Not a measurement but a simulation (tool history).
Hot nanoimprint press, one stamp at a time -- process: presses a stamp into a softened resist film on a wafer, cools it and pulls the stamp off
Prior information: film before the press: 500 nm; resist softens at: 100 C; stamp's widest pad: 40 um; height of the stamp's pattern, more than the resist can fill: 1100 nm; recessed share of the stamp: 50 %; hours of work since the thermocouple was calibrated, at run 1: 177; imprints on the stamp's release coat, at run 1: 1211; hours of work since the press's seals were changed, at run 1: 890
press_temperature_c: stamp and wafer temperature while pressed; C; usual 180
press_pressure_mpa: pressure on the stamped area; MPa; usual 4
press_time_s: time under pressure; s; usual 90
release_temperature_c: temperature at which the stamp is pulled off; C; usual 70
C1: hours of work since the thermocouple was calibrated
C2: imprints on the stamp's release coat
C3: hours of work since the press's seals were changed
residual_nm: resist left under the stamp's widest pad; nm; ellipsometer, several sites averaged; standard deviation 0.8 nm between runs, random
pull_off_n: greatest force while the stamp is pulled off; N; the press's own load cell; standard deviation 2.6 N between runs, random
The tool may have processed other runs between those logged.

{"run": 1, "day": 0.0, "press_temperature_c": 180, "press_pressure_mpa": 4, "press_time_s": 90, "release_temperature_c": 70, "C1": 177, "C2": 1211, "C3": 890, "residual_nm": 225.3, "pull_off_n": 123}
{"run": 2, "day": 2.121, "press_temperature_c": 180, "press_pressure_mpa": 4, "press_time_s": 90, "release_temperature_c": 70, "C1": 200, "C2": 1312, "C3": 913, "residual_nm": 225.9, "pull_off_n": 121}
{"run": 3, "day": 4.158, "press_temperature_c": 180, "press_pressure_mpa": 4, "press_time_s": 46, "release_temperature_c": 70, "C1": 222, "C2": 1409, "C3": 935, "residual_nm": 283.3, "pull_off_n": 124}
{"run": 4, "day": 6.304, "press_temperature_c": 190, "press_pressure_mpa": 4, "press_time_s": 46, "release_temperature_c": 70, "C1": 245, "C2": 1511, "C3": 958, "residual_nm": 229.7, "pull_off_n": 126}
{"run": 5, "day": 8.3, "press_temperature_c": 190, "press_pressure_mpa": 4, "press_time_s": 46, "release_temperature_c": 70, "C1": 266, "C2": 1606, "C3": 979, "residual_nm": 229.4, "pull_off_n": 118}
{"run": 6, "day": 9.246, "press_temperature_c": 170, "press_pressure_mpa": 4, "press_time_s": 46, "release_temperature_c": 70, "C1": 276, "C2": 1651, "C3": 989, "residual_nm": 341.2, "pull_off_n": 125}
{"run": 7, "day": 10.371, "press_temperature_c": 170, "press_pressure_mpa": 4, "press_time_s": 46, "release_temperature_c": 55, "C1": 288, "C2": 1704, "C3": 1001, "residual_nm": 341.2, "pull_off_n": 137}
{"day": 11.3, "done": "stamp cleaned and given a new release coat"}
{"run": 8, "day": 12.342, "press_temperature_c": 170, "press_pressure_mpa": 4, "press_time_s": 46, "release_temperature_c": 55, "C1": 307, "C2": 49, "C3": 1020, "residual_nm": 341.8, "pull_off_n": 131}
{"run": 9, "day": 13.35, "press_temperature_c": 170, "press_pressure_mpa": 4, "press_time_s": 85, "release_temperature_c": 55, "C1": 317, "C2": 97, "C3": 1030, "residual_nm": 290.1, "pull_off_n": 140}
{"run": 10, "day": 15.512, "press_temperature_c": 170, "press_pressure_mpa": 4, "press_time_s": 85, "release_temperature_c": 55, "C1": 341, "C2": 200, "C3": 1053, "residual_nm": 287.7, "pull_off_n": 137}
{"run": 11, "day": 17.367, "press_temperature_c": 170, "press_pressure_mpa": 4, "press_time_s": 85, "release_temperature_c": 55, "C1": 360, "C2": 288, "C3": 1073, "residual_nm": 290.1, "pull_off_n": 138}
{"run": 12, "day": 19.221, "press_temperature_c": 170, "press_pressure_mpa": 4, "press_time_s": 85, "release_temperature_c": 55, "C1": 380, "C2": 377, "C3": 1093, "residual_nm": 290.6, "pull_off_n": 139}
{"run": 13, "day": 20.967, "press_temperature_c": 186, "press_pressure_mpa": 2.74, "press_time_s": 90, "release_temperature_c": 70, "C1": 399, "C2": 460, "C3": 1112, "residual_nm": 238.9, "pull_off_n": 119}
{"day": 21.7, "done": "plate thermocouple calibrated"}
{"run": 14, "day": 22.533, "press_temperature_c": 186, "press_pressure_mpa": 2.74, "press_time_s": 90, "release_temperature_c": 70, "C1": 9, "C2": 528, "C3": 1127, "residual_nm": 241, "pull_off_n": 119}
{"run": 15, "day": 24.558, "press_temperature_c": 180, "press_pressure_mpa": 4, "press_time_s": 90, "release_temperature_c": 73, "C1": 31, "C2": 625, "C3": 1149, "residual_nm": 229.1, "pull_off_n": 118}
{"run": 16, "day": 26.612, "press_temperature_c": 169, "press_pressure_mpa": 4, "press_time_s": 90, "release_temperature_c": 65, "C1": 53, "C2": 722, "C3": 1171, "residual_nm": 292.2, "pull_off_n": 129}
{"run": 17, "day": 28.05, "press_temperature_c": 180, "press_pressure_mpa": 2.84, "press_time_s": 111, "release_temperature_c": 74, "C1": 68, "C2": 791, "C3": 1186, "residual_nm": 249.4, "pull_off_n": 120}
{"run": 18, "day": 29.846, "press_temperature_c": 180, "press_pressure_mpa": 2.84, "press_time_s": 111, "release_temperature_c": 74, "C1": 87, "C2": 876, "C3": 1206, "residual_nm": 250.1, "pull_off_n": 116}
{"run": 19, "day": 31.821, "press_temperature_c": 180, "press_pressure_mpa": 2.84, "press_time_s": 111, "release_temperature_c": 67, "C1": 108, "C2": 970, "C3": 1227, "residual_nm": 250.3, "pull_off_n": 129}
{"run": 20, "day": 33.317, "press_temperature_c": 180, "press_pressure_mpa": 2.84, "press_time_s": 111, "release_temperature_c": 67, "C1": 124, "C2": 1041, "C3": 1243, "residual_nm": 250.8, "pull_off_n": 121}
{"run": 21, "day": 34.696, "press_temperature_c": 180, "press_pressure_mpa": 4.19, "press_time_s": 90, "release_temperature_c": 70, "C1": 139, "C2": 1107, "C3": 1258, "residual_nm": 222.4, "pull_off_n": 125}

Consider 5 possible next runs. They are alternatives, not a sequence: every one starts from the tool as it was left by run 21. What does each give?
{"run": "A", "day": 36.017, "press_temperature_c": 180, "press_pressure_mpa": 4, "press_time_s": 178, "release_temperature_c": 56, "C1": 153, "C2": 1170, "C3": 1272, "residual_nm": "?", "pull_off_n": "?"}
{"run": "B", "day": 36.017, "press_temperature_c": 180, "press_pressure_mpa": 3.95, "press_time_s": 74, "release_temperature_c": 70, "C1": 153, "C2": 1170, "C3": 1272, "residual_nm": "?", "pull_off_n": "?"}
{"run": "C", "day": 36.017, "press_temperature_c": 168, "press_pressure_mpa": 4.19, "press_time_s": 90, "release_temperature_c": 70, "C1": 153, "C2": 1170, "C3": 1272, "residual_nm": "?", "pull_off_n": "?"}
{"run": "D", "day": 36.017, "press_temperature_c": 180, "press_pressure_mpa": 4.19, "press_time_s": 123, "release_temperature_c": 61, "C1": 153, "C2": 1170, "C3": 1272, "residual_nm": "?", "pull_off_n": "?"}
{"run": "E", "day": 36.017, "press_temperature_c": 180, "press_pressure_mpa": 3.65, "press_time_s": 90, "release_temperature_c": 65, "C1": 153, "C2": 1170, "C3": 1272, "residual_nm": "?", "pull_off_n": "?"}

run=A residual_nm=177 pull_off_n=133
run=B residual_nm=244.8 pull_off_n=120
run=C residual_nm=294.7 pull_off_n=125
run=D residual_nm=197.8 pull_off_n=128
run=E residual_nm=238.7 pull_off_n=125
Take away the tool's hidden state, keep each run's random variation, and the runs would have read:
run=A residual_nm=174.4 pull_off_n=132
run=B residual_nm=241.1 pull_off_n=119
run=C residual_nm=290.3 pull_off_n=124
run=D residual_nm=194.8 pull_off_n=126
run=E residual_nm=235.1 pull_off_n=124
